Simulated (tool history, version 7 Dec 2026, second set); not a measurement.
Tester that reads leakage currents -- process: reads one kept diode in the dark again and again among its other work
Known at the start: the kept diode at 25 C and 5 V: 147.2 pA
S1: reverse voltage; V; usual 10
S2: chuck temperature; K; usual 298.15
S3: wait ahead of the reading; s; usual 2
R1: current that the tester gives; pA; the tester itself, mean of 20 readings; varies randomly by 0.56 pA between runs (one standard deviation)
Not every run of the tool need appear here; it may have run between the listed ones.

run 1 day=0 | S1=10 S2=298.15 S3=2 | R1=198.07
run 2 day=3.796 | S1=10 S2=298.15 S3=2 | R1=197.48
run 3 day=5.671 | S1=10 S2=298.15 S3=2 | R1=198.74
run 4 day=8.054 | S1=10 S2=298.15 S3=0.53 | R1=201.34
run 5 day=10.521 | S1=10 S2=298.15 S3=0.53 | R1=202.49
run 6 day=12.692 | S1=10 S2=298.15 S3=0.53 | R1=202.91
run 7 day=15.862 | S1=10 S2=301.15 S3=2 | R1=256.91
run 8 day=17.629 | S1=10 S2=301.15 S3=2 | R1=257.98
run 9 day=20.867 | S1=10 S2=301.15 S3=2 | R1=257.53
run 10 day=23.912 | S1=10 S2=294.15 S3=0.5 | R1=146.62
run 11 day=26.754 | S1=10 S2=294.15 S3=0.5 | R1=147.5
run 12 day=28.762 | S1=5.9 S2=313.15 S3=0.5 | R1=593.93
run 13 day=31.783 | S1=2.2 S2=321.15 S3=0.43 | R1=808.11
-- day=32.679 probe card cleaned and baked
run 14 day=35.45 | S1=9.5 S2=298.15 S3=7.72 | R1=176.26
run 15 day=38.121 | S1=1.2 S2=329.15 S3=6.57 | R1=1232.96
run 16 day=40.133 | S1=10 S2=306.15 S3=0.62 | R1=377.55
run 17 day=41.842 | S1=3.3 S2=308.15 S3=7.85 | R1=306.33

Consider 5 possible next runs. They are alternatives, not a sequence: every one starts from the tool as it was left by run 17. What does each give?
run A day=43.988 | S1=3.5 S2=298.15 S3=2.8 | R1=?
run B day=43.988 | S1=16.9 S2=295.15 S3=0.39 | R1=?
run C day=43.988 | S1=1.7 S2=305.15 S3=7.56 | R1=?
run D day=43.988 | S1=17.5 S2=316.15 S3=0.35 | R1=?
run E day=43.988 | S1=1.3 S2=313.15 S3=1.08 | R1=?

run=A R1=125.79
run=B R1=174.04
run=C R1=187.38
run=D R1=1083.89
run=E R1=344.22
With no hidden state in the tool, these same runs would have given:
run=A R1=130.74
run=B R1=179.01
run=C R1=194.8
run=D R1=1121.83
run=E R1=357.25
